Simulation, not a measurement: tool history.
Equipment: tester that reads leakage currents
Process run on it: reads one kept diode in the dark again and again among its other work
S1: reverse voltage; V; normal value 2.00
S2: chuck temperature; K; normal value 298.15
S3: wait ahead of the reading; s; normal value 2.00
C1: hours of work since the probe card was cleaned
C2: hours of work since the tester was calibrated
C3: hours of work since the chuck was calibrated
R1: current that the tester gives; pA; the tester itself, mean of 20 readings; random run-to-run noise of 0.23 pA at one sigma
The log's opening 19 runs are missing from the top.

{"run": 20, "day": 90.588, "S1": 2.97, "S2": 326.15, "S3": 5.34, "C1": 2771, "C2": 387, "C3": 1227, "R1": 651.18}
{"day": 94.633, "done": "tester calibrated, once more"}
{"run": 21, "day": 94.633, "S1": 6.02, "S2": 306.15, "S3": 5.64, "C1": 2836, "C2": 0, "C3": 1292, "R1": 244.62}
{"run": 22, "day": 97.662, "S1": 6.64, "S2": 301.15, "S3": 4.39, "C1": 2885, "C2": 49, "C3": 1341, "R1": 180.62}
{"run": 23, "day": 103.417, "S1": 6.64, "S2": 301.15, "S3": 4.39, "C1": 2979, "C2": 143, "C3": 1435, "R1": 182.74}
{"day": 108.642, "done": "probe card cleaned and baked"}
{"run": 24, "day": 110.012, "S1": 3.6, "S2": 320.15, "S3": 2.95, "C1": 22, "C2": 248, "C3": 1540, "R1": 495.34}
{"day": 110.7, "done": "chuck's temperature calibrated"}
{"run": 25, "day": 117.229, "S1": 1.08, "S2": 323.15, "S3": 1.52, "C1": 139, "C2": 365, "C3": 106, "R1": 335.24}
{"run": 26, "day": 121.158, "S1": 1.08, "S2": 320.15, "S3": 1.52, "C1": 203, "C2": 429, "C3": 170, "R1": 276.51}
{"run": 27, "day": 125.883, "S1": 1.22, "S2": 293.15, "S3": 9.83, "C1": 280, "C2": 506, "C3": 247, "R1": 43.47}
{"run": 28, "day": 129.542, "S1": 2.0, "S2": 296.15, "S3": 2.0, "C1": 339, "C2": 565, "C3": 307, "R1": 68.47}
{"run": 29, "day": 133.183, "S1": 2.0, "S2": 298.15, "S3": 6.19, "C1": 398, "C2": 625, "C3": 366, "R1": 79.23}
{"run": 30, "day": 138.883, "S1": 2.0, "S2": 298.15, "S3": 6.19, "C1": 491, "C2": 718, "C3": 459, "R1": 79.83}
{"run": 31, "day": 143.575, "S1": 1.42, "S2": 298.15, "S3": 3.48, "C1": 568, "C2": 794, "C3": 536, "R1": 69.26}
{"run": 32, "day": 148.538, "S1": 7.2, "S2": 296.15, "S3": 2.79, "C1": 649, "C2": 875, "C3": 617, "R1": 122.1}
{"run": 33, "day": 155.592, "S1": 11.96, "S2": 303.15, "S3": 0.91, "C1": 764, "C2": 990, "C3": 731, "R1": 257.59}
{"run": 34, "day": 162.542, "S1": 11.96, "S2": 303.15, "S3": 0.91, "C1": 877, "C2": 1103, "C3": 845, "R1": 258.67}
{"run": 35, "day": 169.033, "S1": 2.0, "S2": 305.15, "S3": 3.6, "C1": 983, "C2": 1209, "C3": 950, "R1": 137.15}
{"run": 36, "day": 172.988, "S1": 1.72, "S2": 305.15, "S3": 4.01, "C1": 1047, "C2": 1273, "C3": 1015, "R1": 128.51}
{"run": 37, "day": 178.904, "S1": 1.72, "S2": 305.15, "S3": 4.01, "C1": 1143, "C2": 1370, "C3": 1111, "R1": 129.2}
{"run": 38, "day": 183.346, "S1": 1.72, "S2": 305.15, "S3": 4.01, "C1": 1216, "C2": 1442, "C3": 1184, "R1": 130.59}

4 ways to go on from here, each from the tool as it stands after run 38. What would each give?
{"run": "A", "day": 189.092, "S1": 1.72, "S2": 305.15, "S3": 0.61, "C1": 1309, "C2": 1535, "C3": 1277, "R1": "?"}
{"run": "B", "day": 189.092, "S1": 3.32, "S2": 298.15, "S3": 6.97, "C1": 1309, "C2": 1535, "C3": 1277, "R1": "?"}
{"run": "C", "day": 189.092, "S1": 2.0, "S2": 320.15, "S3": 2.0, "C1": 1309, "C2": 1535, "C3": 1277, "R1": "?"}
{"run": "D", "day": 189.092, "S1": 4.42, "S2": 309.15, "S3": 4.77, "C1": 1309, "C2": 1535, "C3": 1277, "R1": "?"}

run=A R1=131.06
run=B R1=105.75
run=C R1=383.47
run=D R1=260.38
With the hidden condition removed and each run's random variation left untouched, the same runs would have given:
run=A R1=119.14
run=B R1=94.79
run=C R1=352.77
run=D R1=236.70

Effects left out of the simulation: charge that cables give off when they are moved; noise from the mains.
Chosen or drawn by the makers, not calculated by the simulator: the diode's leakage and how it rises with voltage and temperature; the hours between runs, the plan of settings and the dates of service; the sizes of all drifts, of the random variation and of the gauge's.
